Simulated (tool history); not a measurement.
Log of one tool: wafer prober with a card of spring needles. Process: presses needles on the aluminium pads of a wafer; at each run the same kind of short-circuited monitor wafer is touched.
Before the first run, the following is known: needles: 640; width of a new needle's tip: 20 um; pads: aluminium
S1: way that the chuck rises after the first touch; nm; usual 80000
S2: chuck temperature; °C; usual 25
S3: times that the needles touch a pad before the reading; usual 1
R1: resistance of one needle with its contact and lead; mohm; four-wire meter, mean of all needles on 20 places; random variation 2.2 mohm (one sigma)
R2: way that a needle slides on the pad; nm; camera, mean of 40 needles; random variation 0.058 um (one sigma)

run,hour,S1,S2,S3,R1,R2
1,0.0,80000,25,1,294,14040
# hour 7.5: tips cleaned on abrasive film
# hour 19.8: tips cleaned on abrasive film
2,27.3,80000,25,1,295,13920
# hour 29.8: tips cleaned on abrasive film
# hour 39.8: tips cleaned on abrasive film
# hour 49.8: tips cleaned on abrasive film
3,50.5,80000,25,1,263,13820
# hour 60.5: tips cleaned on abrasive film
# hour 70.4: tips cleaned on abrasive film
# hour 82.9: tips cleaned on abrasive film
# hour 85.6: height of the first contact set anew
# hour 95.6: tips cleaned on abrasive film
4,102.8,80000,25,1,300,14240
# hour 107.8: tips cleaned on abrasive film
# hour 120.1: tips cleaned on abrasive film
# hour 130.1: tips cleaned on abrasive film
# hour 142.3: tips cleaned on abrasive film
# hour 152.7: tips cleaned on abrasive film
5,152.7,80000,63,1,263,14190
# hour 165.1: tips cleaned on abrasive film
# hour 177.5: tips cleaned on abrasive film
# hour 189.6: tips cleaned on abrasive film
6,190.5,80000,25,1,264,14130
# hour 200.4: tips cleaned on abrasive film
# hour 212.9: tips cleaned on abrasive film
# hour 225.3: tips cleaned on abrasive film
# hour 235.3: tips cleaned on abrasive film
7,238.0,80000,25,1,286,13990
# hour 245.5: tips cleaned on abrasive film
# hour 257.9: tips cleaned on abrasive film
8,262.2,90000,58,1,291,15770
# hour 269.5: tips cleaned on abrasive film
# hour 281.8: tips cleaned on abrasive film
9,291.3,90000,31,1,295,15730
# hour 293.8: tips cleaned on abrasive film
# hour 303.8: tips cleaned on abrasive film
# hour 316.2: tips cleaned on abrasive film
# hour 326.2: tips cleaned on abrasive film
10,333.6,90000,31,1,294,15710
# hour 338.6: tips cleaned on abrasive film
# hour 338.9: height of the first contact set anew
# hour 348.8: tips cleaned on abrasive film
# hour 361.0: tips cleaned on abrasive film
# hour 371.0: tips cleaned on abrasive film
11,376.9,66000,116,2,307,11680
# hour 381.7: tips cleaned on abrasive film
# hour 391.6: tips cleaned on abrasive film
# hour 403.8: tips cleaned on abrasive film
# hour 416.2: tips cleaned on abrasive film
# hour 426.2: tips cleaned on abrasive film
12,426.7,86000,25,1,257,15230
# hour 436.7: tips cleaned on abrasive film
# hour 449.1: tips cleaned on abrasive film
# hour 459.1: tips cleaned on abrasive film
# hour 471.4: tips cleaned on abrasive film
# hour 481.3: tips cleaned on abrasive film
13,481.4,86000,25,1,246,15170

What if the next run were any one of these 4? Each begins from the tool's condition after run 13:
# hour 491.3: tips cleaned on abrasive film
# hour 503.8: tips cleaned on abrasive film
# hour 513.7: tips cleaned on abrasive film
A,513.9,80000,39,1,?,?
# hour 491.3: tips cleaned on abrasive film
# hour 503.8: tips cleaned on abrasive film
# hour 513.7: tips cleaned on abrasive film
B,513.9,61000,31,1,?,?
# hour 491.3: tips cleaned on abrasive film
# hour 503.8: tips cleaned on abrasive film
# hour 513.7: tips cleaned on abrasive film
C,513.9,76000,52,2,?,?
# hour 491.3: tips cleaned on abrasive film
# hour 503.8: tips cleaned on abrasive film
# hour 513.7: tips cleaned on abrasive film
D,513.9,86000,117,1,?,?

run,R1,R2
A,258,13880
B,265,10650
C,259,13280
D,278,15070
Without the tool's unlogged condition, the same runs would have read:
run,R1,R2
A,249,14190
B,250,10950
C,252,13580
D,270,15370
